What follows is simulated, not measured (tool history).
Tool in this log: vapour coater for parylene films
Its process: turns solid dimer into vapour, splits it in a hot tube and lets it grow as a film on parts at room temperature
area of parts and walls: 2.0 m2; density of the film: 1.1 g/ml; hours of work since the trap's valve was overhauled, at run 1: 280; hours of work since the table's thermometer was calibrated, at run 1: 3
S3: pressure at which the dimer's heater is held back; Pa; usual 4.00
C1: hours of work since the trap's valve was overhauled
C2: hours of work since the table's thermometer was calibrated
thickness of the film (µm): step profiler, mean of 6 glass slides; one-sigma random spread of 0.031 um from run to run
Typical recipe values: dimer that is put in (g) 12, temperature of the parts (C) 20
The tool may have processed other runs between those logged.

run 1 day=0.000 | dimer_that_is_put_in_(g)=12 temperature_of_the_parts_(C)=20 S3=4.00 | C1=280 C2=3 | thickness_of_the_film_(µm)=2.73
run 2 day=1.417 | dimer_that_is_put_in_(g)=12 temperature_of_the_parts_(C)=20 S3=4.00 | C1=294 C2=17 | thickness_of_the_film_(µm)=2.77
-- day=2.338 trap's valve overhauled
run 3 day=3.004 | dimer_that_is_put_in_(g)=12 temperature_of_the_parts_(C)=20 S3=4.00 | C1=7 C2=31 | thickness_of_the_film_(µm)=3.11
run 4 day=3.896 | dimer_that_is_put_in_(g)=12 temperature_of_the_parts_(C)=20 S3=4.00 | C1=15 C2=39 | thickness_of_the_film_(µm)=3.09
run 5 day=5.042 | dimer_that_is_put_in_(g)=19 temperature_of_the_parts_(C)=20 S3=4.00 | C1=27 C2=51 | thickness_of_the_film_(µm)=4.83
run 6 day=6.162 | dimer_that_is_put_in_(g)=19 temperature_of_the_parts_(C)=20 S3=4.00 | C1=38 C2=62 | thickness_of_the_film_(µm)=4.87
run 7 day=8.138 | dimer_that_is_put_in_(g)=12 temperature_of_the_parts_(C)=20 S3=4.00 | C1=57 C2=81 | thickness_of_the_film_(µm)=3.06
run 8 day=9.429 | dimer_that_is_put_in_(g)=12 temperature_of_the_parts_(C)=20 S3=4.00 | C1=70 C2=94 | thickness_of_the_film_(µm)=3.04
run 9 day=10.688 | dimer_that_is_put_in_(g)=17 temperature_of_the_parts_(C)=20 S3=4.00 | C1=83 C2=107 | thickness_of_the_film_(µm)=4.26
run 10 day=12.425 | dimer_that_is_put_in_(g)=6 temperature_of_the_parts_(C)=23 S3=4.00 | C1=100 C2=124 | thickness_of_the_film_(µm)=1.33
run 11 day=13.983 | dimer_that_is_put_in_(g)=6 temperature_of_the_parts_(C)=15 S3=4.00 | C1=115 C2=139 | thickness_of_the_film_(µm)=1.79
run 12 day=14.988 | dimer_that_is_put_in_(g)=6 temperature_of_the_parts_(C)=28 S3=5.64 | C1=125 C2=149 | thickness_of_the_film_(µm)=0.94
run 13 day=16.729 | dimer_that_is_put_in_(g)=12 temperature_of_the_parts_(C)=14 S3=4.00 | C1=142 C2=166 | thickness_of_the_film_(µm)=3.68

Alternative continuations, all from the tool just after run 13; predict every row:
run A day=17.704 | dimer_that_is_put_in_(g)=11 temperature_of_the_parts_(C)=20 S3=4.00 | C1=152 C2=176 | thickness_of_the_film_(µm)=?
run B day=17.704 | dimer_that_is_put_in_(g)=12 temperature_of_the_parts_(C)=25 S3=7.01 | C1=152 C2=176 | thickness_of_the_film_(µm)=?
run C day=17.704 | dimer_that_is_put_in_(g)=9 temperature_of_the_parts_(C)=22 S3=8.87 | C1=152 C2=176 | thickness_of_the_film_(µm)=?

run=A thickness_of_the_film_(µm)=2.64
run=B thickness_of_the_film_(µm)=2.06
run=C thickness_of_the_film_(µm)=1.65
What these runs would have given with no unlogged condition in the tool:
run=A thickness_of_the_film_(µm)=2.90
run=B thickness_of_the_film_(µm)=2.26
run=C thickness_of_the_film_(µm)=1.81
